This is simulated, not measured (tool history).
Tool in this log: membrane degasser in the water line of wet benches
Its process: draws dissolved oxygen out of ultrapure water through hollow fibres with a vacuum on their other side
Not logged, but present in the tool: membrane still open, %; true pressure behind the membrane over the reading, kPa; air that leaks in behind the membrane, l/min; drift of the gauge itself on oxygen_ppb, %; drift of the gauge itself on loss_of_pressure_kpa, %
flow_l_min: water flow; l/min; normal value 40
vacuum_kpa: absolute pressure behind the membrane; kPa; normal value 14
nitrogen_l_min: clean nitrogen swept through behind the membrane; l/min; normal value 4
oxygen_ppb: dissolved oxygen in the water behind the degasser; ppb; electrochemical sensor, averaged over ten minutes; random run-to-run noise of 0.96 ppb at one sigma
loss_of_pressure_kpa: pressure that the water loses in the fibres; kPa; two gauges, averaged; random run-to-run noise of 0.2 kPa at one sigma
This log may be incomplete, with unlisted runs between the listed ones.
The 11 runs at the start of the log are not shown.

run    hour  flow_l_min  vacuum_kpa  nitrogen_l_min  hours since the membrane was changed  hours since the vacuum gauge was calibrated  hours since the vacuum lines were made tight  oxygen_ppb  loss_of_pressure_kpa
 12  1422.5          40          14               4                                  3493                                         5312                                         11223       250.2                 46.38
     1478.9  -- gauge calibrated
 13  1534.9          50          14               4                                  3606                                         5425                                         11336       310.1                 56.92
 14  1696.3          40          14               4                                  3767                                         5586                                         11497       250.5                 46.08
 15  1787.8          40          35               4                                  3859                                         5678                                         11589       697.6                 45.68
 16  1884.4          40          14               4                                  3955                                         5774                                         11685       249.1                 45.83
 17  2032.5          40          14               4                                  4103                                         5922                                         11834       248.5                 45.77
 18  2148.9          40        24.7            4.28                                  4220                                         6039                                         11950         456                 46.13
 19  2298.8          33        24.7            3.37                                  4370                                         6189                                         12100       473.5                  37.9
 20  2410.8          57        10.9            3.33                                  4482                                         6301                                         12212       305.7                 65.87
 21  2567.1          57        10.9            3.33                                  4638                                         6457                                         12368       304.7                 65.89
 22  2665.1          43        31.7               2                                  4736                                         6555                                         12466      1177.8                 49.74
     2695.5  -- vacuum gauge calibrated
 23    2802          43        31.7               2                                  4872                                          106                                         12603      1182.5                 50.22
 24  2901.3          28        33.8               2                                  4972                                          206                                         12702       895.3                 32.65
 25  3013.6          41          14            8.71                                  5084                                          318                                         12814         125                 47.62
 26  3164.4          40        25.2             3.2                                  5235                                          469                                         12965       596.3                 46.95
 27    3331          40          29            4.16                                  5401                                          635                                         13131       552.2                 47.12
 28  3421.9          40          29            4.16                                  5492                                          726                                         13222       554.4                 46.81
 29  3590.3          59        29.8            4.64                                  5661                                          895                                         13391       741.5                 69.46
 30  3665.6          59        29.8            4.64                                  5736                                          970                                         13466       736.1                 69.68
 31  3816.5          59        29.8            4.64                                  5887                                         1121                                         13617       741.1                 69.69
     3902.6  -- seals of the vacuum lines changed
 32  3945.1          47        10.9            4.67                                  6014                                         1248                                            43       183.5                 55.93
 33  4013.7          47        10.9            4.67                                  6082                                         1316                                           111       183.4                 55.97

What if the next run were any one of these 3? Each begins from the tool's condition after run 33:
  A  4153.2          49        28.1             4.1                                  6222                                         1456                                           251           ?                     ?
  B  4153.2          47        18.1            4.67                                  6222                                         1456                                           251           ?                     ?
  C  4153.2          40        15.6            5.84                                  6222                                         1456                                           251           ?                     ?

run  oxygen_ppb  loss_of_pressure_kpa
  A       648.2                 57.98
  B       346.1                  55.9
  C       202.2                 47.49
The same runs, with their run-to-run variation unchanged, on a tool lacking any hidden condition would have given:
run  oxygen_ppb  loss_of_pressure_kpa
  A       648.2                 55.47
  B       346.1                 53.49
  C       202.2                 45.44
